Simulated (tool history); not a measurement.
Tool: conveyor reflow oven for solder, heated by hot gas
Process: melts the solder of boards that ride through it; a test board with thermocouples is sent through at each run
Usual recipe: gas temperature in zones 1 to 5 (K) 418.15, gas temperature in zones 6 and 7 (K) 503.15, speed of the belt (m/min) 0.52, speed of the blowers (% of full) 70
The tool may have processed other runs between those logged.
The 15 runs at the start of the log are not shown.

run   hour  gas temperature in zones 1 to 5 (K)  gas temperature in zones 6 and 7 (K)  speed of the belt (m/min)  speed of the blowers (% of full)  hours of work since the flux was cleaned out  hours of work since the belt drive was overhauled  hours of work since the thermocouples were changed  highest temperature of the board (K)  time above the solder's melting point (s)
 16  122.8                               418.15                                503.15                      0.466                                70                                            21                                                212                                                 370                                488.35                                       69.7
 17    130                               418.15                                501.15                       0.52                                51                                            25                                                216                                                 373                                478.25                                       49.1
       139  -- flux residue cleaned out of gas plates and filters, once more
 18  139.4                               420.15                                503.15                        0.5                                70                                             0                                                218                                                 376                                488.45                                         65
 19  147.4                               420.15                                503.15                      0.459                                51                                             4                                                222                                                 380                                485.75                                       67.8
 20  155.4                               420.15                                503.15                      0.459                                51                                             8                                                227                                                 384                                485.75                                       67.7
 21  165.2                               419.15                                513.15                      0.614                                51                                            13                                                232                                                 389                                482.45                                         45
 22    170                               411.15                                513.15                      0.524                                69                                            16                                                234                                                 391                                493.25                                       62.1
 23  177.4                               428.15                                513.15                      0.476                                74                                            20                                                238                                                 395                                500.35                                         82
 24  183.2                               428.15                                513.15                      0.476                                74                                            23                                                241                                                 398                                500.25                                       81.6
 25  189.3                               428.15                                513.15                       0.54                                74                                            26                                                244                                                 401                                496.75                                         70
 26  196.7                               415.15                                510.15                      0.576                                82                                            29                                                248                                                 405                                491.45                                       56.6
 27  203.5                               418.15                                503.15                       0.52                                89                                            33                                                251                                                 408                                489.95                                         64
 28  207.7                               418.15                                503.15                       0.52                                89                                            35                                                253                                                 410                                490.05                                       64.1
 29  217.4                               418.15                                503.15                      0.579                                53                                            40                                                258                                                 415                                477.45                                       42.8
 30  223.8                               418.15                                503.15                      0.579                                53                                            43                                                261                                                 419                                477.45                                       42.6
 31  233.9                               418.15                                515.15                       0.52                                70                                            48                                                267                                                 424                                496.75                                       68.1
 32    239                               418.15                                503.15                       0.52                                89                                            51                                                269                                                 426                                490.25                                         64

Here are 3 independent what-if runs from the current tool condition. What would each one return?
  A  243.7                               425.15                                503.15                      0.607                                89                                            53                                                272                                                 429                                     ?                                          ?
  B  243.7                               418.15                                511.15                       0.52                                70                                            53                                                272                                                 429                                     ?                                          ?
  C  243.7                               428.15                                515.15                       0.52                                66                                            53                                                272                                                 429                                     ?                                          ?

run  highest temperature of the board (K)  time above the solder's melting point (s)
  A                                487.15                                       54.5
  B                                493.35                                       65.6
  C                                497.45                                       72.9
Take away the tool's hidden state, keep each run's random variation, and the runs would have read:
run  highest temperature of the board (K)  time above the solder's melting point (s)
  A                                487.85                                       54.8
  B                                494.05                                       65.9
  C                                498.05                                         73
